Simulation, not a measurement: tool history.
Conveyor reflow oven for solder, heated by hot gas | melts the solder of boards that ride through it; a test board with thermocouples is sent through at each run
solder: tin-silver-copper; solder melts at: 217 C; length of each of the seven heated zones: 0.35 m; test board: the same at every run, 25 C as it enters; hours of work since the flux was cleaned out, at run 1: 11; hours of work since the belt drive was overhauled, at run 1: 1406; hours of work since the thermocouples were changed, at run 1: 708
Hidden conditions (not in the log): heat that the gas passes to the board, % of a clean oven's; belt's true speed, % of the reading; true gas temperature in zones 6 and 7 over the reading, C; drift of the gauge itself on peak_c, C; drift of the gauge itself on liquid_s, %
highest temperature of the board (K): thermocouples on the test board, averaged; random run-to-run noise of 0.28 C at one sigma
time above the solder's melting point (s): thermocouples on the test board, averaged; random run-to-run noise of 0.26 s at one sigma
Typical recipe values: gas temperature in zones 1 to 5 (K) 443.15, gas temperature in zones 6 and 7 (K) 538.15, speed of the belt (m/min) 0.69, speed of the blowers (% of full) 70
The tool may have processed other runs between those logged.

run    hour  gas temperature in zones 1 to 5 (K)  gas temperature in zones 6 and 7 (K)  speed of the belt (m/min)  speed of the blowers (% of full)  hours of work since the flux was cleaned out  hours of work since the belt drive was overhauled  hours of work since the thermocouples were changed  highest temperature of the board (K)  time above the solder's melting point (s)
  1       0                               443.15                                538.15                       0.69                                70                                            11                                               1406                                                 708                                524.35                                       45.4
  2    42.6                               443.15                                538.15                       0.69                                70                                            45                                               1440                                                 742                                524.75                                       45.5
      116.9  -- belt drive overhauled, speed set with a stopwatch
  3   122.5                               443.15                                538.15                       0.69                                70                                           105                                                  4                                                 802                                523.05                                       42.8
  4   172.1                               443.15                                538.15                       0.69                                70                                           144                                                 44                                                 842                                523.35                                       42.7
      216.8  -- flux residue cleaned out of gas plates and filters
  5   252.6                               443.15                                538.15                       0.69                                87                                            28                                                104                                                 901                                526.85                                       46.3
  6   291.9                               443.15                                538.15                       0.69                                87                                            60                                                135                                                 933                                526.85                                       46.2
  7   362.2                               443.15                                538.15                       0.69                                75                                           115                                                190                                                 988                                524.85                                       44.6
  8   421.3                               443.15                                538.15                       0.69                                75                                           162                                                237                                                1035                                524.75                                       44.3
      444.8  -- flux residue cleaned out of gas plates and filters
  9   461.2                               439.15                                538.15                       0.69                                70                                            13                                                265                                                1063                                523.95                                       42.6
      479.4  -- thermocouples of zones 6 and 7 changed
 10   499.1                               443.15                                538.15                       0.69                                70                                            41                                                293                                                  16                                521.65                                       42.5
 11   566.8                               443.15                                538.15                       0.69                                70                                            95                                                347                                                  69                                522.35                                         42
 12   603.3                               450.15                                538.15                       0.69                                70                                           124                                                376                                                  98                                522.85                                       45.1
      672.3  -- flux residue cleaned out of gas plates and filters
 13   676.3                               450.15                                538.15                       0.69                                70                                             3                                                430                                                 152                                522.75                                       45.6
 14   743.7                               450.15                                538.15                       0.69                                70                                            57                                                483                                                 205                                523.75                                         46
 15   778.3                               443.15                                538.15                       0.69                                70                                            84                                                511                                                 233                                522.45                                       42.8
 16   819.7                               443.15                                538.15                      0.754                                70                                           117                                                543                                                 266                                519.85                                       36.9
 17   853.6                               448.15                                550.15                      0.564                                51                                           144                                                570                                                 293                                536.15                                       62.9
      901.5  -- flux residue cleaned out of gas plates and filters
 18   934.1                               443.15                                553.15                       0.69                                66                                            26                                                630                                                 352                                535.35                                       49.6
 19   995.9                               443.15                                553.15                       0.69                                66                                            75                                                679                                                 401                                534.95                                       50.3
 20  1048.3                               443.15                                547.15                      0.729                                83                                           116                                                721                                                 443                                532.05                                       46.2
 21  1108.5                               442.15                                538.15                       0.69                                69                                           164                                                768                                                 491                                522.65                                       42.6
     1127.1  -- flux residue cleaned out of gas plates and filters
 22  1182.3                               443.15                                533.15                      0.695                                50                                            44                                                823                                                 545                                513.75                                       35.1
 23  1223.7                               439.15                                540.15                      0.797                                50                                            77                                                856                                                 578                                513.15                                       27.5
 24  1270.3                               453.15                                538.15                       0.69                                61                                           113                                                893                                                 615                                523.45                                       47.1
 25  1345.9                               453.15                                538.15                       0.69                                69                                           173                                                952                                                 675                                524.95                                       48.6
     1355.2  -- flux residue cleaned out of gas plates and filters
 26  1397.7                               449.15                                532.15                      0.776                                75                                            34                                                990                                                 712                                517.65                                       36.9
 27    1443                               439.15                                538.15                       0.69                                70                                            70                                               1025                                                 748                                523.55                                       43.5
 28  1501.9                               439.15                                538.15                       0.69                                70                                           116                                               1072                                                 794                                523.45                                       43.3
 29  1547.1                               457.15                                531.15                      0.774                                70                                           152                                               1108                                                 830                                517.75                                       39.1

Run 30 comes next. What will it give?
     1582.8  -- flux residue cleaned out of gas plates and filters
 30  1627.5                               438.15                                538.15                      0.783                                58                                            35                                               1168                                                 890                                     ?                                          ?

Run 30 yielded highest temperature of the board (K) 515.45, time above the solder's melting point (s) 32.1.
On a tool with no hidden condition, and with the same random variation, this run would have come out at highest temperature of the board (K) 512.65, time above the solder's melting point (s) 29.
